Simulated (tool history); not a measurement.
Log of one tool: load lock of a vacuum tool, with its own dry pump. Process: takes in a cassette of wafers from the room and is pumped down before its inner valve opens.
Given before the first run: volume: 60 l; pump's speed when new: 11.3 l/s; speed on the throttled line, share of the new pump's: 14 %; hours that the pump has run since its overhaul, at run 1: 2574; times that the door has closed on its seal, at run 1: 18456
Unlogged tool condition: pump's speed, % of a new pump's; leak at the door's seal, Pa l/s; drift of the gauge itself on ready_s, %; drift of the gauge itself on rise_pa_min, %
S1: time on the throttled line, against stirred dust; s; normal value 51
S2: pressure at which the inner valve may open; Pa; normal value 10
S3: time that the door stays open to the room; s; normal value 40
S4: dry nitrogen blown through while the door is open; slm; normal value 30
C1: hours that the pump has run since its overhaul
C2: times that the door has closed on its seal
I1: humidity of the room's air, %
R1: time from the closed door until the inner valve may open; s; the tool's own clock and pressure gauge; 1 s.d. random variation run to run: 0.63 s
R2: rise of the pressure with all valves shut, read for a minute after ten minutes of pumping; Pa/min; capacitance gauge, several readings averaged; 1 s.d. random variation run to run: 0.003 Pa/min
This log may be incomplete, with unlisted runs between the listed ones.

run,hour,S1,S2,S3,S4,C1,C2,I1,R1,R2
1,0.0,51,10,40,30,2574,18456,45.4,95.8,0.087
2,104.4,51,10,40,30,2678,18852,44.9,96.3,0.085
3,265.7,51,10,40,30,2839,19463,45.7,95.9,0.095
4,382.9,51,14,40,30,2957,19908,45.6,94.2,0.096
5,516.5,51,10,40,30,3090,20414,44.8,95.5,0.102
6,678.2,51,10,40,30,3252,21028,40.9,96.1,0.104
7,848.3,51,10,87,30,3422,21673,44.8,96.5,0.110
8,1032.0,51,10,87,30,3606,22369,44.6,95.7,0.117
9,1179.3,87,10,87,30,3753,22928,47.9,128.8,0.116
10,1341.3,26,10,40,30,3915,23543,44.4,75.8,0.117
11,1497.7,27,10,40,30,4071,24136,46.2,77.4,0.120
12,1582.4,27,19,40,27,4156,24457,43.7,72.9,0.129
13,1675.4,70,14,40,36,4249,24810,43.8,111.6,0.127
14,1830.5,70,14,40,36,4404,25398,44.9,112.8,0.122
15,1985.0,70,14,40,36,4559,25984,45.8,112.9,0.136
16,2084.5,70,14,40,36,4658,26361,46.5,112.0,0.143
17,2270.1,70,14,40,36,4844,27065,46.5,113.0,0.142
18,2374.7,41,8,40,30,4948,27462,44.8,92.2,0.155
19,2488.6,77,13,40,30,5062,27894,46.5,119.0,0.155

What if the next run were any one of these 5? Each begins from the tool's condition after run 19:
A,2626.1,83,13,86,6,5200,28415,46.5,?,?
B,2626.1,51,19,40,30,5200,28415,43.6,?,?
C,2626.1,88,10,168,30,5200,28415,44.3,?,?
D,2626.1,31,13,40,30,5200,28415,45.3,?,?
E,2626.1,38,15,40,7,5200,28415,42.4,?,?

run,R1,R2
A,124.8,0.175
B,95.2,0.165
C,129.9,0.173
D,81.0,0.163
E,86.3,0.164
Stripped of hidden state, with their random variation kept, the same runs would have yielded:
run,R1,R2
A,119.4,0.033
B,89.6,0.021
C,124.6,0.029
D,74.7,0.021
E,80.3,0.023
